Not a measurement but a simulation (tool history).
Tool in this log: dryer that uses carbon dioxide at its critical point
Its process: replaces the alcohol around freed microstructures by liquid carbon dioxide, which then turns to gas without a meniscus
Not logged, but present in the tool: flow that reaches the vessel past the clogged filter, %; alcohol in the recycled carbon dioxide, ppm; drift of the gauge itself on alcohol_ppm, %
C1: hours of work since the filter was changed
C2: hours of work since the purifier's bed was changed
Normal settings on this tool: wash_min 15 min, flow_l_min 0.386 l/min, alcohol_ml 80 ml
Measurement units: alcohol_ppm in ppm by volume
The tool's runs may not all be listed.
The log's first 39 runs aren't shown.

run 40 day=28.300 | wash_min=15 flow_l_min=0.287 alcohol_ml=80 | C1=168 C2=337 | alcohol_ppm=4540
run 41 day=28.771 | wash_min=16 flow_l_min=0.312 alcohol_ml=79 | C1=172 C2=340 | alcohol_ppm=2822
run 42 day=29.292 | wash_min=16 flow_l_min=0.312 alcohol_ml=79 | C1=176 C2=345 | alcohol_ppm=2845
run 43 day=29.758 | wash_min=14 flow_l_min=0.280 alcohol_ml=39 | C1=180 C2=348 | alcohol_ppm=2960
run 44 day=30.688 | wash_min=14 flow_l_min=0.280 alcohol_ml=39 | C1=187 C2=356 | alcohol_ppm=2894
run 45 day=31.562 | wash_min=10 flow_l_min=0.647 alcohol_ml=78 | C1=194 C2=363 | alcohol_ppm=987
run 46 day=32.283 | wash_min=15 flow_l_min=0.520 alcohol_ml=26 | C1=200 C2=369 | alcohol_ppm=179
run 47 day=33.112 | wash_min=15 flow_l_min=0.520 alcohol_ml=26 | C1=207 C2=375 | alcohol_ppm=182

3 options for the next run, each taken on its own from the tool as it stands now. Forecast them:
run A day=33.925 | wash_min=15 flow_l_min=0.307 alcohol_ml=80 | C1=213 C2=382 | alcohol_ppm=?
run B day=33.925 | wash_min=11 flow_l_min=0.520 alcohol_ml=26 | C1=213 C2=382 | alcohol_ppm=?
run C day=33.925 | wash_min=22 flow_l_min=0.386 alcohol_ml=55 | C1=213 C2=382 | alcohol_ppm=?

run=A alcohol_ppm=3811
run=B alcohol_ppm=608
run=C alcohol_ppm=239
Without the tool's hidden state the same runs would have given:
run=A alcohol_ppm=3150
run=B alcohol_ppm=449
run=C alcohol_ppm=139

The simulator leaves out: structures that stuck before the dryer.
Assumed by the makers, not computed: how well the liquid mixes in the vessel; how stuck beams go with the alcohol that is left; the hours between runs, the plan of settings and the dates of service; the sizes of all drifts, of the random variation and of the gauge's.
